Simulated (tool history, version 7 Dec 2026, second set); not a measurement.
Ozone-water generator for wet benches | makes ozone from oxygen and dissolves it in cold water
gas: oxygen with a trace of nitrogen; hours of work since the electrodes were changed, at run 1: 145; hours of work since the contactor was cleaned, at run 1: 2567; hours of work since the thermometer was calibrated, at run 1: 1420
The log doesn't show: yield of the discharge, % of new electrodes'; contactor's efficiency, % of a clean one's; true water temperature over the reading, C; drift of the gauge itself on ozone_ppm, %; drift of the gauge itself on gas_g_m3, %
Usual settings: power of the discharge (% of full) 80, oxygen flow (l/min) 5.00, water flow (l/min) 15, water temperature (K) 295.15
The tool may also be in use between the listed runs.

run,day,power of the discharge (% of full),oxygen flow (l/min),water flow (l/min),water temperature (K),hours of work since the electrodes were changed,hours of work since the contactor was cleaned,hours of work since the thermometer was calibrated,dissolved ozone (ppm),ozone in the gas ahead of the water (g/m3)
1,0.000,80,5.00,15,295.15,145,2567,1420,34.9,280.9
2,3.900,80,5.00,15,295.15,221,2643,1496,35.5,280.3
3,7.842,80,5.70,15,295.15,299,2720,1573,36.2,268.4
4,10.342,80,7.78,15,295.15,348,2769,1622,37.1,242.6
5,14.638,80,7.78,15,295.15,432,2853,1707,36.9,243.0
6,16.958,80,7.78,15,295.15,477,2899,1752,36.6,244.5
7,21.200,80,7.78,15,295.15,560,2982,1835,37.0,240.1
8,24.667,80,7.78,15,297.15,628,3050,1903,34.9,241.9
9,28.550,80,5.00,15,295.15,704,3126,1979,35.0,276.1
10,30.767,55,2.74,15,295.15,748,3169,2023,22.5,243.1
11,33.450,74,2.74,15,295.15,800,3222,2075,28.6,311.6
12,35.425,74,7.87,15,295.15,839,3261,2114,34.1,225.0
13,37.900,67,5.00,15,290.15,888,3309,2163,32.6,240.0
14,40.104,41,3.07,15,295.15,931,3352,2206,18.2,187.5
15,42.354,54,3.07,23,295.15,975,3397,2250,15.7,231.6
16,45.183,68,8.99,24,296.15,1030,3452,2305,23.5,204.4
17,47.683,80,3.44,15,295.15,1079,3501,2354,31.5,308.4

4 ways to go on from here, each from the tool as it stands after run 17. What would each give?
A,51.600,80,4.99,10,295.15,1156,3578,2431,?,?
B,51.600,92,3.44,14,295.15,1156,3578,2431,?,?
C,51.600,40,5.71,15,295.15,1156,3578,2431,?,?
D,51.600,97,3.44,23,292.15,1156,3578,2431,?,?

run,dissolved ozone (ppm),ozone in the gas ahead of the water (g/m3)
A,43.5,272.0
B,37.2,345.2
C,19.8,151.8
D,27.1,355.8
Without the tool's hidden state the same runs would have given:
run,dissolved ozone (ppm),ozone in the gas ahead of the water (g/m3)
A,46.0,278.6
B,39.7,354.4
C,20.9,153.6
D,29.2,365.6

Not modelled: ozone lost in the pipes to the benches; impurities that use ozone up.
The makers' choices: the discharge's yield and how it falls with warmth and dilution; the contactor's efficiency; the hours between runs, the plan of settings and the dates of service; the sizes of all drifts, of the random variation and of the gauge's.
